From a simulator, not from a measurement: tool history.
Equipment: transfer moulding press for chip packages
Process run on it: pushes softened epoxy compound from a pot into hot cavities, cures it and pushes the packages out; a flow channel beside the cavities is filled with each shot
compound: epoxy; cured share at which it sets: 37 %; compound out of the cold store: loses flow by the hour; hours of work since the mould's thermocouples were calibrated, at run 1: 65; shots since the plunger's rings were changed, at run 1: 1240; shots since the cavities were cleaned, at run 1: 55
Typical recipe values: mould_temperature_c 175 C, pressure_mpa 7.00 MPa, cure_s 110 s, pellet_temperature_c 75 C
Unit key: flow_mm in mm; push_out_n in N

run	day	mould_temperature_c	pressure_mpa	cure_s	pellet_temperature_c	hours of work since the mould's thermocouples were calibrated	shots since the plunger's rings were changed	shots since the cavities were cleaned	incoming compound's hours out of the cold store	flow_mm	push_out_n
1	0.000	175	7.00	110	75	65	1240	55	14.2	906	525
2	0.304	175	7.00	110	72	68	1293	108	43.6	821	544
3	0.854	175	7.00	110	72	74	1391	206	20.2	889	622
4	1.333	175	7.00	135	75	78	1476	291	26.9	869	586
5	1.883	178	7.00	135	75	84	1575	390	47.8	795	641
# day 2.429: cavities cleaned with cleaning compound and waxed
6	2.529	175	7.00	110	84	90	1678	18	47.1	810	477
7	3.096	175	7.00	110	84	96	1779	119	24.6	873	572
8	3.496	175	7.00	110	84	100	1850	190	25.1	871	624
9	3.829	175	7.00	110	75	103	1909	249	35.4	840	648
10	4.088	175	7.00	110	75	106	1955	295	34.4	841	693
11	4.600	175	7.00	110	75	111	2046	386	39.4	828	716
12	4.971	168	7.00	110	75	115	2112	452	37.2	868	1236
# day 5.138: cavities cleaned with cleaning compound and waxed
13	5.283	175	7.00	110	75	117	2157	27	26.0	866	505
14	5.592	181	7.00	125	75	121	2211	81	23.7	845	441
15	5.929	181	8.35	138	75	124	2271	141	12.7	957	480
16	6.433	182	8.03	108	76	129	2360	230	13.2	933	538
17	7.042	171	7.43	108	75	135	2469	339	9.3	964	1016
18	7.608	179	8.59	145	84	141	2569	439	15.7	969	639
# day 7.867: cavities cleaned with cleaning compound and waxed
19	7.950	179	8.59	145	84	144	2619	15	26.5	935	410
20	8.404	180	8.60	145	84	149	2699	95	27.4	927	456
21	8.858	180	8.60	145	84	153	2781	177	43.6	879	494
22	9.133	175	7.00	93	76	156	2830	226	19.8	882	854
23	9.500	175	7.00	93	76	160	2895	291	13.6	899	969
24	9.988	181	7.80	127	73	165	2981	377	22.5	892	591
25	10.458	175	6.00	109	75	170	3065	461	10.6	840	787
# day 10.612: cavities cleaned with cleaning compound and waxed
26	11.025	168	5.21	110	75	175	3154	73	40.1	737	868

For each run, the measured value with the value that run would have given without the tool's hidden condition subtracted. The run-to-run variation is shared by both, the gauge scatter possibly not:
Hidden conditions of the tool in this case: true mould temperature over the reading, C; pressure that reaches the compound, % of what is set; grip of the stained cavities, % over clean ones'; drift of the gauge itself on flow_mm, %; drift of the gauge itself on push_out_n, %.
run	flow_mm	push_out_n
1	-9	+60
2	-9	+96
3	-9	+167
4	-10	+187
5	-10	+233
6	-10	+36
7	-12	+118
8	-11	+166
9	-12	+200
10	-12	+229
11	-12	+270
12	-13	+505
13	-14	+38
14	-13	+61
15	-16	+97
16	-16	+152
17	-17	+365
18	-18	+242
19	-17	+23
20	-18	+75
21	-17	+118
22	-17	+254
23	-18	+329
24	-19	+212
25	-18	+318
26	-16	+139
